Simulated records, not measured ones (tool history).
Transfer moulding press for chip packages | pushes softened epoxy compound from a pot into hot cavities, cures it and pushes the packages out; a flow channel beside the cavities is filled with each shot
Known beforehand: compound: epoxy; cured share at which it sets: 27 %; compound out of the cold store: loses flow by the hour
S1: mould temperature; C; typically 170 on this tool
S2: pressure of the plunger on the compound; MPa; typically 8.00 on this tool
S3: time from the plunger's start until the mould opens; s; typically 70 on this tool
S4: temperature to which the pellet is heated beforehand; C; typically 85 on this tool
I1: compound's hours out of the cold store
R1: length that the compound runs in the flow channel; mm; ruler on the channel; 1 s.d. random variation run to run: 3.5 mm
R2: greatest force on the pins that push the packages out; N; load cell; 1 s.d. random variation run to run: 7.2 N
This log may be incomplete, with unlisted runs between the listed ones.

run,hour,S1,S2,S3,S4,I1,R1,R2
1,0.0,170,8.00,70,85,39.4,650,406
2,9.5,170,8.00,70,85,28.2,668,289
3,18.0,170,8.00,70,85,25.5,676,336
4,26.9,170,8.00,70,85,18.7,690,388
5,35.3,170,8.00,70,85,42.6,641,410
6,45.6,170,8.00,70,85,20.6,683,309
7,52.2,170,8.00,70,85,40.8,635,343
8,60.5,170,6.04,70,85,28.3,581,394
9,66.5,170,6.04,70,85,28.0,583,427
10,75.3,170,6.04,70,85,25.7,585,307
11,84.8,170,6.04,70,85,19.1,592,376
12,91.6,170,8.00,70,85,26.8,666,413
13,102.2,170,8.00,70,85,40.8,633,432
14,111.4,162,8.00,70,85,24.7,691,584
15,121.8,170,7.41,56,94,36.3,621,628
16,127.8,170,7.41,56,94,17.9,655,697
17,138.3,170,7.41,56,94,40.2,611,495
18,146.8,170,7.41,56,86,19.5,647,630
19,154.2,170,7.41,56,86,41.5,611,638
20,159.8,176,6.93,58,90,45.9,561,408
21,169.3,176,6.93,58,90,28.8,594,308
22,178.8,170,7.56,58,95,42.7,606,510
23,187.8,170,8.00,82,85,35.7,639,318
24,197.9,163,8.00,70,80,42.2,634,717
25,205.5,163,8.00,70,80,15.6,702,540
26,213.5,175,8.00,60,85,19.3,662,370
27,223.7,170,8.00,70,87,28.5,649,407
28,231.6,170,9.95,70,82,9.7,776,308

Not shown here: 8 entries made in the log between runs. Locate each between two listed runs and compare the hidden state at the listed run before it with the hidden state at the listed run after it:
After run 1, before run 2: cavities cleaned with cleaning compound and waxed (hour 9.2)
  pressure that reaches the compound, % of what is set: 93.86 -> 93.66; grip of the stained cavities, % over clean ones': 42.1 -> 0.8
  measured minus no-state result, R1: -21 -> -23 mm; R2: +118 -> -1 N
After run 5, before run 6: cavities cleaned with cleaning compound and waxed (hour 41.2)
  true mould temperature over the reading, C: 0.24 -> 0.25; pressure that reaches the compound, % of what is set: 92.96 -> 92.72; grip of the stained cavities, % over clean ones': 46.6 -> 9.1
  measured minus no-state result, R1: -25 -> -27 mm; R2: +127 -> +22 N
After run 9, before run 10: cavities cleaned with cleaning compound and waxed (hour 72.9)
  pressure that reaches the compound, % of what is set: 92.14 -> 91.95; grip of the stained cavities, % over clean ones': 44.4 -> 6.9
  measured minus no-state result, R1: -25 -> -26 mm; R2: +124 -> +16 N
After run 13, before run 14: cavities cleaned with cleaning compound and waxed (hour 105.0)
  pressure that reaches the compound, % of what is set: 91.21 -> 91.02; grip of the stained cavities, % over clean ones': 52.1 -> 15.9
  measured minus no-state result, R1: -31 -> -34 mm; R2: +146 -> +68 N
After run 16, before run 17: cavities cleaned with cleaning compound and waxed (hour 136.9)
  true mould temperature over the reading, C: 0.31 -> 0.32; pressure that reaches the compound, % of what is set: 90.61 -> 90.34; grip of the stained cavities, % over clean ones': 42.5 -> 4.1
  measured minus no-state result, R1: -34 -> -32 mm; R2: +195 -> +9 N
After run 20, before run 21: cavities cleaned with cleaning compound and waxed (hour 168.5)
  pressure that reaches the compound, % of what is set: 89.76 -> 89.55; grip of the stained cavities, % over clean ones': 40.1 -> 1.8
  measured minus no-state result, R1: -32 -> -34 mm; R2: +112 -> -1 N
After run 24, before run 25: cavities cleaned with cleaning compound and waxed (hour 200.0)
  pressure that reaches the compound, % of what is set: 88.8 -> 88.64; grip of the stained cavities, % over clean ones': 49.5 -> 12
  measured minus no-state result, R1: -40 -> -45 mm; R2: +224 -> +43 N
After run 27, before run 28: cavities cleaned with cleaning compound and waxed (hour 231.6)
  true mould temperature over the reading, C: 0.38 -> 0.39; pressure that reaches the compound, % of what is set: 88.18 -> 88; grip of the stained cavities, % over clean ones': 42 -> 1.9
  measured minus no-state result, R1: -43 -> -53 mm; R2: +116 -> -1 N

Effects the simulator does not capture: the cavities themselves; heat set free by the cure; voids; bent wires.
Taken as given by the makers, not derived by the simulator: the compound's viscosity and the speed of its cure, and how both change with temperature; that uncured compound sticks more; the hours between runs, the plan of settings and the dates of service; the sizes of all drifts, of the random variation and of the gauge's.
